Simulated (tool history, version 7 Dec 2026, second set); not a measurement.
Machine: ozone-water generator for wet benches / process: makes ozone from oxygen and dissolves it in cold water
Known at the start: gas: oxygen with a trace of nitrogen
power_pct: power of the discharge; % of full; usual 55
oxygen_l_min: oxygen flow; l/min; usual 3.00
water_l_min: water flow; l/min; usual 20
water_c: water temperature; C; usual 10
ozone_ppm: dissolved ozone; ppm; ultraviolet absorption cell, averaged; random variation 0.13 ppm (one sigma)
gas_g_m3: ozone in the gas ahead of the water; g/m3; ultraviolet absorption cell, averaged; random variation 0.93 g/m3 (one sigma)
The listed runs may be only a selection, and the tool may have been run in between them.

run 1 hour=0.0 | power_pct=55 oxygen_l_min=3.00 water_l_min=20 water_c=10 | ozone_ppm=13.3 gas_g_m3=149.0
run 2 hour=52.0 | power_pct=55 oxygen_l_min=3.00 water_l_min=20 water_c=10 | ozone_ppm=13.3 gas_g_m3=148.2
run 3 hour=115.4 | power_pct=55 oxygen_l_min=3.00 water_l_min=19 water_c=10 | ozone_ppm=14.0 gas_g_m3=148.1
run 4 hour=212.9 | power_pct=55 oxygen_l_min=3.00 water_l_min=19 water_c=10 | ozone_ppm=14.0 gas_g_m3=147.4
run 5 hour=297.4 | power_pct=55 oxygen_l_min=3.00 water_l_min=19 water_c=10 | ozone_ppm=13.8 gas_g_m3=147.4
run 6 hour=379.0 | power_pct=55 oxygen_l_min=3.00 water_l_min=19 water_c=10 | ozone_ppm=14.3 gas_g_m3=148.5
run 7 hour=490.8 | power_pct=55 oxygen_l_min=3.00 water_l_min=19 water_c=10 | ozone_ppm=14.1 gas_g_m3=148.2
run 8 hour=586.1 | power_pct=55 oxygen_l_min=3.00 water_l_min=19 water_c=10 | ozone_ppm=13.7 gas_g_m3=149.8
run 9 hour=664.4 | power_pct=55 oxygen_l_min=3.00 water_l_min=19 water_c=10 | ozone_ppm=14.1 gas_g_m3=147.0
run 10 hour=730.7 | power_pct=55 oxygen_l_min=3.00 water_l_min=20 water_c=10 | ozone_ppm=13.3 gas_g_m3=147.0
run 11 hour=830.4 | power_pct=55 oxygen_l_min=2.10 water_l_min=20 water_c=16 | ozone_ppm=10.8 gas_g_m3=168.1
run 12 hour=952.8 | power_pct=55 oxygen_l_min=2.10 water_l_min=20 water_c=16 | ozone_ppm=10.9 gas_g_m3=167.5
run 13 hour=1038.8 | power_pct=55 oxygen_l_min=2.28 water_l_min=20 water_c=16 | ozone_ppm=11.2 gas_g_m3=162.5
-- hour=1088.6 contactor cleaned
run 14 hour=1115.8 | power_pct=45 oxygen_l_min=3.00 water_l_min=14 water_c=10 | ozone_ppm=16.2 gas_g_m3=126.7
run 15 hour=1170.4 | power_pct=68 oxygen_l_min=5.19 water_l_min=15 water_c=13 | ozone_ppm=22.4 gas_g_m3=137.0
run 16 hour=1233.6 | power_pct=68 oxygen_l_min=5.19 water_l_min=15 water_c=13 | ozone_ppm=22.0 gas_g_m3=139.9
run 17 hour=1323.4 | power_pct=76 oxygen_l_min=3.00 water_l_min=20 water_c=10 | ozone_ppm=17.6 gas_g_m3=184.1
run 18 hour=1437.8 | power_pct=55 oxygen_l_min=3.00 water_l_min=30 water_c=10 | ozone_ppm=9.2 gas_g_m3=145.4
run 19 hour=1513.1 | power_pct=64 oxygen_l_min=3.04 water_l_min=17 water_c=12 | ozone_ppm=17.6 gas_g_m3=161.5

Each row is a separate what-if for the run after 19, all from the same tool condition, not one after another. Results?
run A hour=1574.4 | power_pct=55 oxygen_l_min=3.00 water_l_min=23 water_c=16 | ozone_ppm=? gas_g_m3=?
run B hour=1574.4 | power_pct=81 oxygen_l_min=2.23 water_l_min=20 water_c=10 | ozone_ppm=? gas_g_m3=?
run C hour=1574.4 | power_pct=64 oxygen_l_min=3.04 water_l_min=17 water_c=15 | ozone_ppm=? gas_g_m3=?
run D hour=1574.4 | power_pct=64 oxygen_l_min=2.90 water_l_min=31 water_c=8 | ozone_ppm=? gas_g_m3=?
run E hour=1574.4 | power_pct=41 oxygen_l_min=3.00 water_l_min=27 water_c=10 | ozone_ppm=? gas_g_m3=?

run=A ozone_ppm=11.5 gas_g_m3=146.3
run=B ozone_ppm=16.4 gas_g_m3=217.8
run=C ozone_ppm=16.9 gas_g_m3=161.8
run=D ozone_ppm=9.9 gas_g_m3=165.2
run=E ozone_ppm=8.2 gas_g_m3=117.9
Had the tool no hidden state, the same runs would have come out as:
run=A ozone_ppm=12.3 gas_g_m3=156.6
run=B ozone_ppm=18.1 gas_g_m3=238.9
run=C ozone_ppm=18.3 gas_g_m3=175.0
run=D ozone_ppm=10.8 gas_g_m3=178.5
run=E ozone_ppm=8.7 gas_g_m3=123.8
